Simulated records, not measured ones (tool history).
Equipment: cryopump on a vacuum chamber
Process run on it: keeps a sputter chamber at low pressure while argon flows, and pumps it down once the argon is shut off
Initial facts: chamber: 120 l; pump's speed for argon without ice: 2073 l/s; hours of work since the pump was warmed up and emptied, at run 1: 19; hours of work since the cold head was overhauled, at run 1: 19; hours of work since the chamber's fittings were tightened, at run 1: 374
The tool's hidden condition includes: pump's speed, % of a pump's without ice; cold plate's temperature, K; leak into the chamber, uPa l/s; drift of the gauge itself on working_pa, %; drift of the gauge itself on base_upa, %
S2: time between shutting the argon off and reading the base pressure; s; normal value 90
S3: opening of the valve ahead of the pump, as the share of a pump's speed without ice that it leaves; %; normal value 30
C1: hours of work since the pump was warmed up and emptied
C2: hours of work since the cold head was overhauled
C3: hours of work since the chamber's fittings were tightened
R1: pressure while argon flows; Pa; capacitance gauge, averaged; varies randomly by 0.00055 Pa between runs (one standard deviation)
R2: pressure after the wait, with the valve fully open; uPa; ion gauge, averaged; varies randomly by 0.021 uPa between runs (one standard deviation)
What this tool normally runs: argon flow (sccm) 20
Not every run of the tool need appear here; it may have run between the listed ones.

{"run": 1, "hour": 0.0, "argon flow (sccm)": 20, "S2": 90, "S3": 30, "C1": 19, "C2": 19, "C3": 374, "R1": 0.0542, "R2": 0.46}
{"run": 2, "hour": 42.5, "argon flow (sccm)": 20, "S2": 90, "S3": 30, "C1": 44, "C2": 44, "C3": 400, "R1": 0.0555, "R2": 0.48}
{"run": 3, "hour": 81.9, "argon flow (sccm)": 10, "S2": 90, "S3": 30, "C1": 68, "C2": 68, "C3": 424, "R1": 0.0281, "R2": 0.45}
{"run": 4, "hour": 105.5, "argon flow (sccm)": 10, "S2": 90, "S3": 30, "C1": 83, "C2": 83, "C3": 438, "R1": 0.0281, "R2": 0.46}
{"run": 5, "hour": 146.3, "argon flow (sccm)": 20, "S2": 90, "S3": 30, "C1": 107, "C2": 107, "C3": 463, "R1": 0.0553, "R2": 0.52}
{"run": 6, "hour": 182.6, "argon flow (sccm)": 20, "S2": 90, "S3": 30, "C1": 129, "C2": 129, "C3": 485, "R1": 0.0554, "R2": 0.52}
{"run": 7, "hour": 221.4, "argon flow (sccm)": 20, "S2": 90, "S3": 16, "C1": 153, "C2": 153, "C3": 508, "R1": 0.1038, "R2": 0.44}
{"run": 8, "hour": 258.2, "argon flow (sccm)": 20, "S2": 90, "S3": 30, "C1": 175, "C2": 175, "C3": 530, "R1": 0.0564, "R2": 0.52}
{"run": 9, "hour": 290.5, "argon flow (sccm)": 20, "S2": 126, "S3": 30, "C1": 194, "C2": 194, "C3": 550, "R1": 0.0567, "R2": 0.42}
{"run": 10, "hour": 326.0, "argon flow (sccm)": 23, "S2": 157, "S3": 15, "C1": 216, "C2": 216, "C3": 571, "R1": 0.1294, "R2": 0.41}
{"run": 11, "hour": 369.0, "argon flow (sccm)": 23, "S2": 157, "S3": 15, "C1": 242, "C2": 242, "C3": 597, "R1": 0.1288, "R2": 0.46}
{"run": 12, "hour": 406.5, "argon flow (sccm)": 9, "S2": 90, "S3": 35, "C1": 264, "C2": 264, "C3": 620, "R1": 0.0232, "R2": 0.57}
{"run": 13, "hour": 437.5, "argon flow (sccm)": 15, "S2": 130, "S3": 35, "C1": 283, "C2": 283, "C3": 639, "R1": 0.0379, "R2": 0.48}
{"run": 14, "hour": 480.2, "argon flow (sccm)": 20, "S2": 65, "S3": 16, "C1": 309, "C2": 309, "C3": 664, "R1": 0.1052, "R2": 0.64}
{"run": 15, "hour": 507.9, "argon flow (sccm)": 12, "S2": 27, "S3": 15, "C1": 326, "C2": 326, "C3": 681, "R1": 0.0676, "R2": 1.13}
{"run": 16, "hour": 534.1, "argon flow (sccm)": 8, "S2": 40, "S3": 42, "C1": 341, "C2": 341, "C3": 697, "R1": 0.0174, "R2": 0.86}
{"run": 17, "hour": 573.0, "argon flow (sccm)": 9, "S2": 90, "S3": 52, "C1": 365, "C2": 365, "C3": 721, "R1": 0.017, "R2": 0.57}
{"hour": 590.3, "done": "pump warmed up, emptied and cooled again"}
{"run": 18, "hour": 608.9, "argon flow (sccm)": 19, "S2": 82, "S3": 30, "C1": 11, "C2": 384, "C3": 739, "R1": 0.0518, "R2": 0.54}

Below are 4 alternative next runs, each starting from the tool's condition after run 18. Predict each:
{"run": "A", "hour": 638.2, "argon flow (sccm)": 19, "S2": 87, "S3": 30, "C1": 29, "C2": 401, "C3": 757, "R1": "?", "R2": "?"}
{"run": "B", "hour": 638.2, "argon flow (sccm)": 14, "S2": 82, "S3": 20, "C1": 29, "C2": 401, "C3": 757, "R1": "?", "R2": "?"}
{"run": "C", "hour": 638.2, "argon flow (sccm)": 38, "S2": 138, "S3": 19, "C1": 29, "C2": 401, "C3": 757, "R1": "?", "R2": "?"}
{"run": "D", "hour": 638.2, "argon flow (sccm)": 16, "S2": 289, "S3": 18, "C1": 29, "C2": 401, "C3": 757, "R1": "?", "R2": "?"}

run=A R1=0.0525 R2=0.55
run=B R1=0.0574 R2=0.56
run=C R1=0.1635 R2=0.44
run=D R1=0.0733 R2=0.36
Take away the tool's hidden state, keep each run's random variation, and the runs would have read:
run=A R1=0.0520 R2=0.40
run=B R1=0.0570 R2=0.41
run=C R1=0.1624 R2=0.30
run=D R1=0.0728 R2=0.21
